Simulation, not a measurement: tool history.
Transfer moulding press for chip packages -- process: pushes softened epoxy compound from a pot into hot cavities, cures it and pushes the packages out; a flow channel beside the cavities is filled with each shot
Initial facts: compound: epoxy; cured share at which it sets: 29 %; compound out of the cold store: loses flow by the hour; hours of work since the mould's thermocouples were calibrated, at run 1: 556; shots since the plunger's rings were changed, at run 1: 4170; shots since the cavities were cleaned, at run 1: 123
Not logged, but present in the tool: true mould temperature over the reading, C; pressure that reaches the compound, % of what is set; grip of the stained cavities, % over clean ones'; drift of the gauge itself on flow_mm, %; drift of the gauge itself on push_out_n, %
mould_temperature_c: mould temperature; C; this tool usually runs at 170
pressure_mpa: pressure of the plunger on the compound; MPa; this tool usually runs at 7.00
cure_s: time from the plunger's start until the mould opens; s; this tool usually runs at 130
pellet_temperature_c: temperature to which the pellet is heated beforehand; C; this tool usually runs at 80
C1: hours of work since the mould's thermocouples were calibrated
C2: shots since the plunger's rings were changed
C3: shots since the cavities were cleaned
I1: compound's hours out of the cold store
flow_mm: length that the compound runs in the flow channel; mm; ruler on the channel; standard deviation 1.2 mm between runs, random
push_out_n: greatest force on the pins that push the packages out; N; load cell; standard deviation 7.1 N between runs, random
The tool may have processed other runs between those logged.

{"run": 1, "hour": 0.0, "mould_temperature_c": 170, "pressure_mpa": 7.0, "cure_s": 130, "pellet_temperature_c": 80, "C1": 556, "C2": 4170, "C3": 123, "I1": 33.4, "flow_mm": 564, "push_out_n": 413}
{"hour": 10.2, "done": "mould's thermocouples calibrated"}
{"run": 2, "hour": 23.7, "mould_temperature_c": 170, "pressure_mpa": 7.0, "cure_s": 130, "pellet_temperature_c": 80, "C1": 9, "C2": 4361, "C3": 314, "I1": 12.2, "flow_mm": 608, "push_out_n": 417}
{"hour": 45.8, "done": "cavities cleaned with cleaning compound and waxed"}
{"run": 3, "hour": 60.3, "mould_temperature_c": 166, "pressure_mpa": 7.0, "cure_s": 130, "pellet_temperature_c": 80, "C1": 32, "C2": 4670, "C3": 128, "I1": 30.2, "flow_mm": 582, "push_out_n": 452}
{"run": 4, "hour": 92.2, "mould_temperature_c": 170, "pressure_mpa": 5.62, "cure_s": 130, "pellet_temperature_c": 80, "C1": 52, "C2": 4951, "C3": 409, "I1": 21.4, "flow_mm": 526, "push_out_n": 414}
{"hour": 103.4, "done": "cavities cleaned with cleaning compound and waxed"}
{"run": 5, "hour": 123.8, "mould_temperature_c": 170, "pressure_mpa": 5.62, "cure_s": 130, "pellet_temperature_c": 80, "C1": 72, "C2": 5215, "C3": 179, "I1": 8.8, "flow_mm": 552, "push_out_n": 417}
{"hour": 149.5, "done": "plunger's sealing rings changed"}
{"hour": 162.2, "done": "cavities cleaned with cleaning compound and waxed"}
{"run": 6, "hour": 167.2, "mould_temperature_c": 170, "pressure_mpa": 7.0, "cure_s": 130, "pellet_temperature_c": 84, "C1": 97, "C2": 143, "C3": 44, "I1": 44.7, "flow_mm": 543, "push_out_n": 406}
{"run": 7, "hour": 201.5, "mould_temperature_c": 170, "pressure_mpa": 7.0, "cure_s": 130, "pellet_temperature_c": 84, "C1": 120, "C2": 444, "C3": 345, "I1": 12.9, "flow_mm": 608, "push_out_n": 419}
{"hour": 219.8, "done": "cavities cleaned with cleaning compound and waxed"}
{"run": 8, "hour": 237.9, "mould_temperature_c": 170, "pressure_mpa": 7.0, "cure_s": 130, "pellet_temperature_c": 84, "C1": 142, "C2": 752, "C3": 159, "I1": 33.8, "flow_mm": 564, "push_out_n": 414}
{"run": 9, "hour": 269.1, "mould_temperature_c": 170, "pressure_mpa": 7.0, "cure_s": 130, "pellet_temperature_c": 84, "C1": 163, "C2": 1027, "C3": 434, "I1": 46.7, "flow_mm": 543, "push_out_n": 424}
{"hour": 278.1, "done": "cavities cleaned with cleaning compound and waxed"}
{"run": 10, "hour": 305.8, "mould_temperature_c": 170, "pressure_mpa": 7.0, "cure_s": 119, "pellet_temperature_c": 80, "C1": 186, "C2": 1337, "C3": 245, "I1": 11.3, "flow_mm": 611, "push_out_n": 446}
{"run": 11, "hour": 329.1, "mould_temperature_c": 170, "pressure_mpa": 7.0, "cure_s": 130, "pellet_temperature_c": 80, "C1": 201, "C2": 1542, "C3": 450, "I1": 15.7, "flow_mm": 602, "push_out_n": 411}
{"hour": 335.5, "done": "cavities cleaned with cleaning compound and waxed"}
{"run": 12, "hour": 357.7, "mould_temperature_c": 170, "pressure_mpa": 7.0, "cure_s": 130, "pellet_temperature_c": 80, "C1": 218, "C2": 1781, "C3": 195, "I1": 33.0, "flow_mm": 565, "push_out_n": 413}
{"hour": 392.4, "done": "cavities cleaned with cleaning compound and waxed"}
{"run": 13, "hour": 399.7, "mould_temperature_c": 170, "pressure_mpa": 7.0, "cure_s": 120, "pellet_temperature_c": 80, "C1": 245, "C2": 2137, "C3": 64, "I1": 39.7, "flow_mm": 554, "push_out_n": 436}
{"run": 14, "hour": 442.8, "mould_temperature_c": 170, "pressure_mpa": 7.0, "cure_s": 120, "pellet_temperature_c": 80, "C1": 273, "C2": 2517, "C3": 444, "I1": 30.5, "flow_mm": 571, "push_out_n": 437}
{"hour": 449.4, "done": "cavities cleaned with cleaning compound and waxed"}
{"run": 15, "hour": 466.2, "mould_temperature_c": 175, "pressure_mpa": 7.0, "cure_s": 142, "pellet_temperature_c": 77, "C1": 287, "C2": 2710, "C3": 148, "I1": 17.3, "flow_mm": 586, "push_out_n": 380}
{"run": 16, "hour": 487.1, "mould_temperature_c": 177, "pressure_mpa": 7.41, "cure_s": 149, "pellet_temperature_c": 74, "C1": 300, "C2": 2894, "C3": 332, "I1": 34.1, "flow_mm": 564, "push_out_n": 394}
{"hour": 506.9, "done": "cavities cleaned with cleaning compound and waxed"}
{"run": 17, "hour": 517.3, "mould_temperature_c": 171, "pressure_mpa": 6.3, "cure_s": 114, "pellet_temperature_c": 78, "C1": 319, "C2": 3147, "C3": 92, "I1": 45.6, "flow_mm": 510, "push_out_n": 434}
{"run": 18, "hour": 547.1, "mould_temperature_c": 168, "pressure_mpa": 7.0, "cure_s": 130, "pellet_temperature_c": 80, "C1": 339, "C2": 3409, "C3": 354, "I1": 12.9, "flow_mm": 609, "push_out_n": 436}
{"hour": 564.7, "done": "cavities cleaned with cleaning compound and waxed"}
{"run": 19, "hour": 568.6, "mould_temperature_c": 175, "pressure_mpa": 5.79, "cure_s": 154, "pellet_temperature_c": 80, "C1": 352, "C2": 3585, "C3": 34, "I1": 33.5, "flow_mm": 504, "push_out_n": 386}
{"run": 20, "hour": 606.1, "mould_temperature_c": 177, "pressure_mpa": 7.0, "cure_s": 156, "pellet_temperature_c": 80, "C1": 376, "C2": 3915, "C3": 364, "I1": 22.0, "flow_mm": 570, "push_out_n": 401}
{"hour": 620.8, "done": "cavities cleaned with cleaning compound and waxed"}
{"run": 21, "hour": 647.3, "mould_temperature_c": 170, "pressure_mpa": 7.0, "cure_s": 121, "pellet_temperature_c": 80, "C1": 402, "C2": 4265, "C3": 234, "I1": 43.8, "flow_mm": 545, "push_out_n": 425}
{"run": 22, "hour": 670.0, "mould_temperature_c": 168, "pressure_mpa": 5.4, "cure_s": 111, "pellet_temperature_c": 84, "C1": 416, "C2": 4465, "C3": 434, "I1": 25.8, "flow_mm": 515, "push_out_n": 519}

For run 23, what comes out?
{"hour": 677.5, "done": "cavities cleaned with cleaning compound and waxed"}
{"run": 23, "hour": 709.3, "mould_temperature_c": 170, "pressure_mpa": 7.0, "cure_s": 112, "pellet_temperature_c": 80, "C1": 441, "C2": 4798, "C3": 281, "I1": 19.9, "flow_mm": "?", "push_out_n": "?"}

{"run 23": {"flow_mm": 589, "push_out_n": 473}}
If the tool had no hidden condition, the same run with the same run-to-run variation would have returned flow_mm 590 mm, push_out_n 470 N.
